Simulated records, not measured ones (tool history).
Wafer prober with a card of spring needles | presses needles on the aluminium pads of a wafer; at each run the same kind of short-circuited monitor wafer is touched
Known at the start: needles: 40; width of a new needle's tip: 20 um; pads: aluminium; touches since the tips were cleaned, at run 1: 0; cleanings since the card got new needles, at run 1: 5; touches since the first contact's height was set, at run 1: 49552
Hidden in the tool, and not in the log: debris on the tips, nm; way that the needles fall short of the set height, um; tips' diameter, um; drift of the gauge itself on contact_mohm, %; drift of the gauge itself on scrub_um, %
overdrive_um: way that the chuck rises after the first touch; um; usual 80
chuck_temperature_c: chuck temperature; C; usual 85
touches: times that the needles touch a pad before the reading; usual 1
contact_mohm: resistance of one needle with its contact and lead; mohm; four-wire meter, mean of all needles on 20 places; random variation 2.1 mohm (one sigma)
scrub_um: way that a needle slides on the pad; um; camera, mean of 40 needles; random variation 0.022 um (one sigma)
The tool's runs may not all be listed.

run	hour	overdrive_um	chuck_temperature_c	touches	touches since the tips were cleaned	cleanings since the card got new needles	touches since the first contact's height was set	contact_mohm	scrub_um
1	0	80	85	1	0	5	49552	235	9.77
2	8.4	80	85	1	5322	5	54874	261	9.75
# hour 13.8: tips cleaned on abrasive film
3	13.9	80	85	1	73	6	58313	272	9.72
4	20.1	80	102	1	3970	6	62210	273	9.66
5	26.3	80	102	1	7919	6	66159	272	9.69
# hour 27.1: tips cleaned on abrasive film
6	32.1	80	102	1	3149	7	69790	266	9.65
# hour 40.8: tips cleaned on abrasive film
7	43.3	70	85	1	1539	8	76802	259	8.45
8	49.2	70	85	1	5313	8	80576	270	8.46
# hour 55.1: tips cleaned on abrasive film
# hour 57: tips cleaned on abrasive film, once more
9	58.5	80	85	1	983	10	86369	247	9.62
10	67.3	80	85	1	6518	10	91904	267	9.64
# hour 70.7: tips cleaned on abrasive film
11	73.4	80	85	1	1708	11	95724	250	9.62
12	79.1	80	85	1	5325	11	99341	262	9.63
# hour 84.7: tips cleaned on abrasive film
13	90.9	80	85	1	3905	12	106770	263	9.62
14	97	75	85	1	7759	12	110624	274	9.02
# hour 98.1: tips cleaned on abrasive film
15	104.7	75	85	1	4171	13	115446	273	8.98
# hour 112.1: tips cleaned on abrasive film
16	113.2	80	85	1	738	14	120812	246	9.6
17	118.1	80	85	1	3808	14	123882	262	9.6
# hour 125.9: tips cleaned on abrasive film
18	128.8	80	84	1	1862	15	130630	254	9.57
19	133.8	70	40	1	5055	15	133823	267	8.34
# hour 139.9: tips cleaned on abrasive film
20	141.1	84	47	1	777	16	138366	237	10.04
21	148.5	92	48	1	5491	16	143080	250	11.04
# hour 153.8: tips cleaned on abrasive film
22	153.8	80	33	1	0	17	146371	225	9.56
23	161.5	80	33	1	4877	17	151248	259	9.53
24	167	73	109	2	8392	17	154763	267	8.65
# hour 168: tips cleaned on abrasive film
25	174	73	109	2	3818	18	159120	261	8.65
# hour 182.2: tips cleaned on abrasive film
26	184.8	78	85	1	1680	19	165934	255	9.27
27	194.6	69	25	1	7882	19	172136	268	8.18
# hour 195.6: tips cleaned on abrasive film
28	205.1	78	40	2	6014	20	178731	248	9.25
# hour 209.1: tips cleaned on abrasive film
# hour 209.4: height of the first contact set anew
29	214	80	85	3	2903	21	2903	247	9.82
# hour 223.4: tips cleaned on abrasive film
30	224.3	80	85	3	557	22	9398	240	9.82
31	235.9	68	48	1	7902	22	16743	274	8.31
# hour 237: tips cleaned on abrasive film
32	245.6	70	85	1	5435	23	22855	277	8.55
# hour 250.5: tips cleaned on abrasive film
33	252.7	80	120	1	1419	24	27292	259	9.79
34	262.4	80	120	1	7538	24	33411	276	9.76
# hour 263.9: tips cleaned on abrasive film
35	272.9	89	85	1	5711	25	40035	258	10.85

Forecast each of these 3 alternatives for the next run:
# hour 277.5: tips cleaned on abrasive film
A	280.4	80	47	2	1849	26	44714	?	?
# hour 277.5: tips cleaned on abrasive film
B	280.4	62	85	1	1849	26	44714	?	?
# hour 277.5: tips cleaned on abrasive film
C	280.4	81	85	1	1849	26	44714	?	?

run	contact_mohm	scrub_um
A	238	9.72
B	266	7.54
C	252	9.86
Without the tool's hidden state the same runs would have given:
run	contact_mohm	scrub_um
A	227	9.78
B	240	7.61
C	235	9.93
